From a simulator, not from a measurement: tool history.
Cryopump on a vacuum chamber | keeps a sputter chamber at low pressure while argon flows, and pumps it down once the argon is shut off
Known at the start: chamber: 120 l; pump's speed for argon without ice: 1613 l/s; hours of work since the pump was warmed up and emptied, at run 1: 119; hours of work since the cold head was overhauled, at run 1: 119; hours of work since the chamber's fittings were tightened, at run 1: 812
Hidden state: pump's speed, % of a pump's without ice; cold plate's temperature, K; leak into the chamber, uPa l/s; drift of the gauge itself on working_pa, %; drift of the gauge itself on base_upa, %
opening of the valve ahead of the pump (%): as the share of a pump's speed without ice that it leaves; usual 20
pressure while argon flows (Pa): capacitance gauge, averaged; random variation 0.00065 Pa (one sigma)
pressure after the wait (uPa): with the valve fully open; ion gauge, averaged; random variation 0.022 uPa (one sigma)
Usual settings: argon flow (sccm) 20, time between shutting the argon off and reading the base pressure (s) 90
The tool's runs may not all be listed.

run	hour	argon flow (sccm)	time between shutting the argon off and reading the base pressure (s)	opening of the valve ahead of the pump (%)	hours of work since the pump was warmed up and emptied	hours of work since the cold head was overhauled	hours of work since the chamber's fittings were tightened	pressure while argon flows (Pa)	pressure after the wait (uPa)
1	0.0	20	90	20	119	119	812	0.1046	0.89
2	42.0	20	90	20	155	155	847	0.1062	0.93
3	84.8	20	90	20	191	191	884	0.1065	0.94
4	142.0	20	90	20	239	239	932	0.1074	0.93
5	213.5	9	90	20	300	300	992	0.0470	0.96
6	261.4	9	90	20	340	340	1033	0.0485	0.99
# hour 304.2: leaking fittings of the chamber tightened, without venting
7	313.6	9	26	20	382	382	8	0.0487	1.81
8	382.4	9	26	20	441	441	66	0.0475	1.81
9	456.1	25	90	20	503	503	128	0.1361	0.72
10	515.2	25	90	20	553	553	178	0.1334	0.75
11	563.6	38	90	20	594	594	219	0.2052	0.75
12	619.2	38	90	20	640	640	266	0.2052	0.76
13	681.9	20	90	52	693	693	319	0.0441	0.80
14	723.8	20	90	25	729	729	354	0.0889	0.83
15	787.8	20	90	25	783	783	408	0.0883	0.80
16	826.0	18	90	20	815	815	441	0.0983	0.84
17	896.4	18	90	20	875	875	500	0.0994	0.86
18	968.0	8	23	20	935	935	560	0.0443	2.21
19	1031.5	8	23	20	989	989	614	0.0454	2.20
20	1095.2	20	58	20	1042	1042	668	0.1111	1.21
21	1180.3	20	278	39	1114	1114	740	0.0613	0.62
# hour 1249.4: pump warmed up, emptied and cooled again
22	1265.9	20	278	39	14	1182	808	0.0541	0.56
23	1329.7	20	40	20	68	1236	862	0.1055	1.51
24	1377.3	13	90	20	108	1276	902	0.0691	0.94
25	1461.0	9	90	22	179	1347	972	0.0433	0.97
26	1521.9	10	69	31	230	1398	1024	0.0347	1.10
27	1559.0	10	69	31	261	1430	1055	0.0349	1.13
# hour 1574.5: leaking fittings of the chamber tightened, without venting
28	1619.0	10	69	31	310	1479	38	0.0354	0.86
29	1658.7	12	65	29	344	1512	71	0.0450	0.89
30	1745.5	13	34	16	417	1585	144	0.0877	1.48
31	1828.3	17	62	22	487	1655	214	0.0829	0.91
32	1895.8	17	62	22	544	1712	271	0.0842	0.98
33	1936.2	17	39	28	578	1746	305	0.0662	1.33
34	1972.3	17	39	28	609	1777	336	0.0655	1.43

Forecast each of these 4 alternatives for the next run:
A	2023.3	19	39	28	652	1820	379	?	?
B	2023.3	28	69	24	652	1820	379	?	?
C	2023.3	17	40	28	652	1820	379	?	?
D	2023.3	17	28	28	652	1820	379	?	?

run	pressure while argon flows (Pa)	pressure after the wait (uPa)
A	0.0761	1.43
B	0.1294	0.94
C	0.0665	1.34
D	0.0676	1.80
Without the tool's hidden state the same runs would have given:
run	pressure while argon flows (Pa)	pressure after the wait (uPa)
A	0.0723	1.26
B	0.1239	0.77
C	0.0631	1.18
D	0.0642	1.63
